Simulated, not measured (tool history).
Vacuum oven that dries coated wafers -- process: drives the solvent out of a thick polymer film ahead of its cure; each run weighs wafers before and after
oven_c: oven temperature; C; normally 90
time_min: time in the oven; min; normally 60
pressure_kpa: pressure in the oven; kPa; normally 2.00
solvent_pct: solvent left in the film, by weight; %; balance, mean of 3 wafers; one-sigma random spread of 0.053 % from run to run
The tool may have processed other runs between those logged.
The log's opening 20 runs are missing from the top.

run     day  oven_c  time_min  pressure_kpa  solvent_pct
 21  19.425      81        60          4.18         6.18
 22  20.454      76        60          1.18         5.69
 23  21.612      84        89          1.18         1.82
 24  22.512      93        52          1.30         1.74
 25  23.433      90        60          1.43         1.79
 26  24.283      90        60          1.43         1.81
 27  25.208      90        60          1.43         1.83
 28  26.467      95        49          2.00         1.83
 29  27.588      77        70          2.59         6.11
 30  28.225     101        65          2.30         1.08

Each row is a separate what-if for the run after 30, all from the same tool condition, not one after another. Results?
  A  28.804      78        51          2.00            ?
  B  28.804      84        65          1.61            ?
  C  28.804      95        70          1.46            ?
  D  28.804      78        60          2.00            ?
  E  28.804      93        60          2.89            ?

run  solvent_pct
  A         6.75
  B         3.18
  C         1.10
  D         5.89
  E         2.21
Stripped of hidden state, with their random variation kept, the same runs would have yielded:
run  solvent_pct
  A         5.90
  B         2.54
  C         0.82
  D         5.05
  E         1.81
